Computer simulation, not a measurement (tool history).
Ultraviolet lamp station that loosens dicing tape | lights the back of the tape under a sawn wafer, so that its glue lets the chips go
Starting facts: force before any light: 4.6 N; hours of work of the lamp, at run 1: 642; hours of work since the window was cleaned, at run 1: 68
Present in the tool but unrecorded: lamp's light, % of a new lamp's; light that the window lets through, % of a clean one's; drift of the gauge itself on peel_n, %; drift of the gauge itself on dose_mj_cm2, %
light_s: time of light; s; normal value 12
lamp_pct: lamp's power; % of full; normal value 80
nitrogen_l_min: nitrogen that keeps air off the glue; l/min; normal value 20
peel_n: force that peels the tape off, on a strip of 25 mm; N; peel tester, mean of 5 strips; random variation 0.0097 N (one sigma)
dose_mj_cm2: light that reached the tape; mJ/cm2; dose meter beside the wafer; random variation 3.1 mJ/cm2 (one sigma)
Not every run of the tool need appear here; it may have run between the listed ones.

| run | hour | light_s | lamp_pct | nitrogen_l_min | hours of work of the lamp | hours of work since the window was cleaned | peel_n | dose_mj_cm2 |
|---|---|---|---|---|---|---|---|---|
| 1 | 0 | 12 | 80 | 20 | 642 | 68 | 0.587 | 370 |
| 2 | 20.4 | 12 | 80 | 20 | 657 | 84 | 0.584 | 363 |
| 3 | 32.7 | 12 | 80 | 8 | 667 | 93 | 1.013 | 364 |
| 4 | 53.4 | 12 | 80 | 20 | 682 | 108 | 0.597 | 361 |
| 5 | 68.7 | 12 | 80 | 14 | 694 | 120 | 0.74 | 354 |
| 6 | 89.4 | 12 | 80 | 20 | 709 | 136 | 0.605 | 359 |
| 7 | 109.6 | 12 | 80 | 20 | 725 | 151 | 0.629 | 350 |
| 8 | 127.3 | 12 | 80 | 20 | 738 | 164 | 0.634 | 341 |
| 9 | 144.3 | 12 | 80 | 20 | 751 | 177 | 0.658 | 338 |
| 10 | 154.2 | 12 | 80 | 20 | 758 | 184 | 0.635 | 336 |
| 11 | 170 | 12 | 80 | 20 | 770 | 196 | 0.649 | 338 |
| 12 | 187.7 | 12 | 80 | 20 | 784 | 210 | 0.669 | 333 |
| 13 | 203.4 | 12 | 80 | 20 | 795 | 222 | 0.673 | 332 |
| 14 | 217 | 12 | 80 | 20 | 806 | 232 | 0.683 | 329 |
| 15 | 229.8 | 12 | 80 | 20 | 815 | 242 | 0.683 | 322 |
| 16 | 246.7 | 12 | 80 | 20 | 828 | 254 | 0.736 | 323 |
| 17 | 262.8 | 12 | 80 | 20 | 840 | 266 | 0.748 | 325 |
| 18 | 272.2 | 12 | 80 | 20 | 847 | 273 | 0.734 | 319 |
| 19 | 291.1 | 11 | 80 | 20 | 862 | 288 | 0.81 | 288 |
|  | 302 | window cleaned of glue's vapour |
| 20 | 306.8 | 12 | 87 | 20 | 873 | 4 | 0.558 | 388 |
| 21 | 326.1 | 12 | 87 | 11 | 888 | 18 | 0.802 | 377 |
| 22 | 347.1 | 12 | 87 | 11 | 903 | 34 | 0.824 | 379 |
| 23 | 366.2 | 12 | 92 | 20 | 918 | 48 | 0.517 | 391 |
| 24 | 376.7 | 12 | 77 | 19 | 926 | 56 | 0.704 | 324 |
| 25 | 387.7 | 15 | 75 | 6 | 934 | 65 | 1.08 | 391 |
| 26 | 401.6 | 15 | 75 | 6 | 945 | 75 | 1.099 | 394 |
| 27 | 420.7 | 15 | 75 | 6 | 959 | 90 | 1.058 | 383 |
| 28 | 429.7 | 20 | 75 | 6 | 966 | 96 | 0.735 | 515 |
| 29 | 442.7 | 20 | 75 | 6 | 976 | 106 | 0.705 | 512 |
| 30 | 462 | 24 | 64 | 20 | 990 | 121 | 0.352 | 520 |
| 31 | 480 | 8 | 68 | 33 | 1004 | 134 | 1.243 | 181 |
| 32 | 501.5 | 8 | 73 | 39 | 1020 | 151 | 1.047 | 194 |
| 33 | 522.5 | 19 | 80 | 18 | 1036 | 166 | 0.391 | 489 |
| 34 | 531.5 | 12 | 80 | 18 | 1043 | 173 | 0.805 | 315 |
| 35 | 548.8 | 12 | 80 | 14 | 1056 | 186 | 0.902 | 308 |
| 36 | 568.6 | 15 | 81 | 7 | 1070 | 201 | 0.99 | 386 |
| 37 | 578.6 | 6 | 81 | 22 | 1078 | 209 | 1.672 | 156 |
| 38 | 594.7 | 11 | 63 | 10 | 1090 | 221 | 1.674 | 215 |
| 39 | 609.1 | 15 | 80 | 20 | 1101 | 232 | 0.576 | 376 |
| 40 | 618.6 | 22 | 80 | 9 | 1108 | 239 | 0.537 | 541 |
| 41 | 639.8 | 12 | 76 | 35 | 1124 | 255 | 0.673 | 278 |
| 42 | 661 | 12 | 80 | 14 | 1140 | 271 | 0.982 | 291 |

Pick out some run-to-run changes in peel_n. Of each, how much would a tool without hidden state show as well, from the settings, what came in and chance, and how much is left for the hidden state and any gauge scatter not in both results compared?
Run 30 -> 31: light_s 24 -> 8, lamp_pct 64 -> 68, nitrogen_l_min 20 -> 33. peel_n +0.891 N: hidden state +0.393, all else +0.498.
Run 32 -> 33: light_s 8 -> 19, lamp_pct 73 -> 80, nitrogen_l_min 39 -> 18. peel_n -0.656 N: hidden state -0.309, all else -0.347.
Run 36 -> 37: light_s 15 -> 6, nitrogen_l_min 7 -> 22. peel_n +0.682 N: hidden state +0.185, all else +0.497.
Run 38 -> 39: light_s 11 -> 15, lamp_pct 63 -> 80, nitrogen_l_min 10 -> 20. peel_n -1.098 N: hidden state -0.402, all else -0.696.
